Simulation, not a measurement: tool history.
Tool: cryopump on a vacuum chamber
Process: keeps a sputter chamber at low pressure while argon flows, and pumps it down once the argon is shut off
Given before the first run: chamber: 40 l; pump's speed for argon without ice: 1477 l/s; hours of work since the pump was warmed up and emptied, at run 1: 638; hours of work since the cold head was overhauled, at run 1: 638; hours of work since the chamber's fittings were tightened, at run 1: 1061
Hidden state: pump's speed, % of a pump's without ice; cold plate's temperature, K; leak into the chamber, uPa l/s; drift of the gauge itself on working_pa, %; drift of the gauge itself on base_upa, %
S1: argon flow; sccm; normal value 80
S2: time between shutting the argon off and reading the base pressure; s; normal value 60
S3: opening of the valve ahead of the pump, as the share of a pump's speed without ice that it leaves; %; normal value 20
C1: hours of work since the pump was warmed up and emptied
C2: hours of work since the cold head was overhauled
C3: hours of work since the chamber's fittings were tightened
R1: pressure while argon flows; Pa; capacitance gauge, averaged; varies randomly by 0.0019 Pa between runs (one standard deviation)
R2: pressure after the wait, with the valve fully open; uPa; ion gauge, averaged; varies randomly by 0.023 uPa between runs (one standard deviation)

| run | hour | S1 | S2 | S3 | C1 | C2 | C3 | R1 | R2 |
|---|---|---|---|---|---|---|---|---|---|
| 1 | 0.0 | 80 | 60 | 20 | 638 | 638 | 1061 | 0.4880 | 2.75 |
| 2 | 67.0 | 80 | 60 | 20 | 689 | 689 | 1112 | 0.4893 | 3.00 |
| 3 | 134.5 | 51 | 60 | 20 | 740 | 740 | 1162 | 0.3151 | 2.99 |
| 4 | 187.0 | 51 | 60 | 20 | 779 | 779 | 1202 | 0.3133 | 3.11 |
| 5 | 221.4 | 37 | 60 | 20 | 805 | 805 | 1228 | 0.2308 | 3.26 |
| 6 | 262.0 | 37 | 261 | 20 | 836 | 836 | 1259 | 0.2302 | 2.88 |
|  | 294.5 | pump warmed up, emptied and cooled again |
| 7 | 322.3 | 67 | 60 | 20 | 21 | 877 | 1300 | 0.3862 | 2.50 |
| 8 | 366.0 | 80 | 60 | 20 | 54 | 910 | 1333 | 0.4630 | 2.64 |
| 9 | 404.6 | 80 | 60 | 51 | 83 | 939 | 1362 | 0.1837 | 2.73 |
| 10 | 448.9 | 80 | 60 | 51 | 116 | 973 | 1396 | 0.1854 | 2.74 |
| 11 | 503.2 | 80 | 60 | 51 | 157 | 1013 | 1436 | 0.1869 | 2.83 |
| 12 | 541.0 | 80 | 109 | 51 | 186 | 1042 | 1465 | 0.1876 | 2.59 |
| 13 | 595.6 | 80 | 109 | 51 | 227 | 1083 | 1506 | 0.1917 | 2.75 |
| 14 | 643.1 | 80 | 45 | 20 | 263 | 1119 | 1542 | 0.4687 | 3.35 |
| 15 | 685.6 | 80 | 45 | 20 | 295 | 1151 | 1574 | 0.4678 | 3.53 |
| 16 | 717.1 | 80 | 92 | 20 | 318 | 1175 | 1598 | 0.4710 | 3.04 |
| 17 | 749.7 | 80 | 34 | 20 | 343 | 1199 | 1622 | 0.4727 | 3.71 |
| 18 | 789.4 | 150 | 53 | 23 | 373 | 1229 | 1652 | 0.7825 | 3.51 |
| 19 | 849.6 | 80 | 168 | 47 | 418 | 1274 | 1697 | 0.2138 | 3.21 |
| 20 | 878.6 | 37 | 168 | 30 | 440 | 1296 | 1719 | 0.1513 | 3.16 |
| 21 | 923.3 | 121 | 32 | 17 | 474 | 1330 | 1753 | 0.8501 | 4.24 |
| 22 | 975.4 | 45 | 31 | 43 | 513 | 1369 | 1792 | 0.1337 | 4.40 |
| 23 | 1014.7 | 45 | 253 | 43 | 542 | 1399 | 1822 | 0.1358 | 3.44 |
| 24 | 1053.6 | 45 | 253 | 43 | 572 | 1428 | 1851 | 0.1360 | 3.47 |
| 25 | 1110.5 | 78 | 198 | 48 | 615 | 1471 | 1894 | 0.2160 | 3.77 |
| 26 | 1178.0 | 80 | 201 | 33 | 665 | 1522 | 1945 | 0.3122 | 3.97 |
| 27 | 1239.5 | 85 | 61 | 18 | 712 | 1568 | 1991 | 0.5761 | 4.56 |
| 28 | 1286.1 | 52 | 27 | 28 | 747 | 1603 | 2026 | 0.2385 | 5.45 |
|  | 1327.9 | leaking fittings of the chamber tightened, without venting |
| 29 | 1338.5 | 80 | 66 | 29 | 785 | 1641 | 8 | 0.3582 | 0.85 |
| 30 | 1370.7 | 40 | 68 | 20 | 809 | 1665 | 32 | 0.2501 | 0.91 |
| 31 | 1410.7 | 36 | 147 | 31 | 839 | 1695 | 62 | 0.1545 | 0.67 |
|  | 1437.3 | pump warmed up, emptied and cooled again |
| 32 | 1456.3 | 119 | 60 | 20 | 14 | 1726 | 93 | 0.6862 | 0.96 |
| 33 | 1506.2 | 80 | 55 | 20 | 52 | 1764 | 130 | 0.4597 | 1.03 |
| 34 | 1541.4 | 80 | 55 | 20 | 78 | 1790 | 157 | 0.4653 | 1.16 |

Here are 3 independent what-if runs from the current tool condition. What would each one return?
| A | 1604.8 | 80 | 60 | 44 | 126 | 1838 | 205 | ? | ? |
| B | 1604.8 | 108 | 274 | 20 | 126 | 1838 | 205 | ? | ? |
| C | 1604.8 | 80 | 163 | 43 | 126 | 1838 | 205 | ? | ? |

| run | R1 | R2 |
|---|---|---|
| A | 0.2126 | 1.13 |
| B | 0.6275 | 0.59 |
| C | 0.2195 | 0.70 |
Had the tool no hidden state, the same runs would have come out as:
| run | R1 | R2 |
|---|---|---|
| A | 0.2056 | 0.83 |
| B | 0.6179 | 0.30 |
| C | 0.2124 | 0.42 |

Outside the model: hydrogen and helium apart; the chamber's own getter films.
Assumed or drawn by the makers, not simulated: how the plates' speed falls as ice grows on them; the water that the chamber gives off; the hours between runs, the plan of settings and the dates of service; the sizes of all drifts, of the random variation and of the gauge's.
